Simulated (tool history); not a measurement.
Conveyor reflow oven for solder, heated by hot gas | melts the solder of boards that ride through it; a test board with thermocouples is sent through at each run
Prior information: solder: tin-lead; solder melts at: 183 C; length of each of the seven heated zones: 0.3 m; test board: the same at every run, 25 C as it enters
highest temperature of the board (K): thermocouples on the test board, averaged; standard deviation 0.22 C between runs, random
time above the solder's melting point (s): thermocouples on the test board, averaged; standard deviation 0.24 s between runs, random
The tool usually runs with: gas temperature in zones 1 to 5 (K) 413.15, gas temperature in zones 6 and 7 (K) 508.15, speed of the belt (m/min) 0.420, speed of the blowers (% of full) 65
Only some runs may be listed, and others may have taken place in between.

run,hour,gas temperature in zones 1 to 5 (K),gas temperature in zones 6 and 7 (K),speed of the belt (m/min),speed of the blowers (% of full),highest temperature of the board (K),time above the solder's melting point (s)
1,0.0,413.15,508.15,0.420,65,490.85,65.1
2,10.0,410.15,508.15,0.420,65,489.85,63.7
3,17.7,413.15,508.15,0.420,51,485.95,59.9
4,26.7,413.15,508.15,0.420,65,490.55,64.9
5,31.8,413.15,508.15,0.420,65,490.75,65.4
6,37.2,413.15,508.15,0.420,65,490.45,65.5
7,48.2,413.15,508.15,0.420,65,490.75,65.3
8,54.5,413.15,504.15,0.420,65,487.55,61.8
9,60.1,413.15,508.15,0.420,85,494.95,70.0
10,70.0,413.15,508.15,0.420,85,494.95,69.6
11,75.7,413.15,508.15,0.420,65,490.55,65.2
12,84.2,413.15,508.15,0.420,51,486.15,60.1
13,93.6,413.15,508.15,0.420,51,485.65,59.8
14,101.8,413.15,508.15,0.420,51,485.85,59.7
15,108.4,413.15,508.15,0.420,65,490.45,65.6
16,117.1,425.15,508.15,0.420,65,492.65,72.6
17,126.7,425.15,515.15,0.420,65,498.75,76.8
18,138.4,406.15,508.15,0.420,79,492.85,65.2
19,145.0,406.15,508.15,0.420,66,489.45,61.7
20,153.7,406.15,508.15,0.420,72,491.15,63.3
21,164.0,413.15,510.15,0.431,65,491.05,64.1
22,172.5,413.15,510.15,0.431,51,486.05,58.4
23,177.8,413.15,508.15,0.420,76,493.25,67.9
24,185.2,398.15,507.15,0.405,67,488.65,60.5
25,195.3,398.15,507.15,0.405,67,488.45,60.2
26,202.7,427.15,508.15,0.475,65,489.35,61.4
27,208.8,425.15,499.15,0.420,66,485.55,66.2
28,217.5,414.15,507.15,0.494,66,484.75,49.1
29,223.2,405.15,498.15,0.484,85,480.75,45.1
30,229.2,405.15,507.15,0.492,85,487.35,50.4
31,238.0,405.15,507.15,0.492,85,487.35,50.6

Had the tool no unlogged condition, and each run kept its random variation, what would the results have been?
Hidden state at play: heat that the gas passes to the board, % of a clean oven's; belt's true speed, % of the reading; true gas temperature in zones 6 and 7 over the reading, C; drift of the gauge itself on peak_c, C; drift of the gauge itself on liquid_s, %.
run,highest temperature of the board (K),time above the solder's melting point (s)
1,491.15,65.0
2,490.15,63.7
3,486.15,59.8
4,490.85,64.9
5,491.15,65.4
6,490.85,65.5
7,491.15,65.2
8,487.95,61.8
9,495.35,70.0
10,495.35,69.6
11,490.95,65.2
12,486.45,60.1
13,485.95,59.7
14,486.15,59.7
15,490.85,65.6
16,492.95,72.4
17,499.15,76.5
18,493.45,65.3
19,489.95,61.9
20,491.75,63.5
21,491.55,64.2
22,486.35,58.4
23,493.75,67.9
24,489.15,60.7
25,489.05,60.5
26,489.75,61.5
27,485.95,66.3
28,485.35,49.5
29,481.45,45.8
30,488.25,50.9
31,488.25,51.1
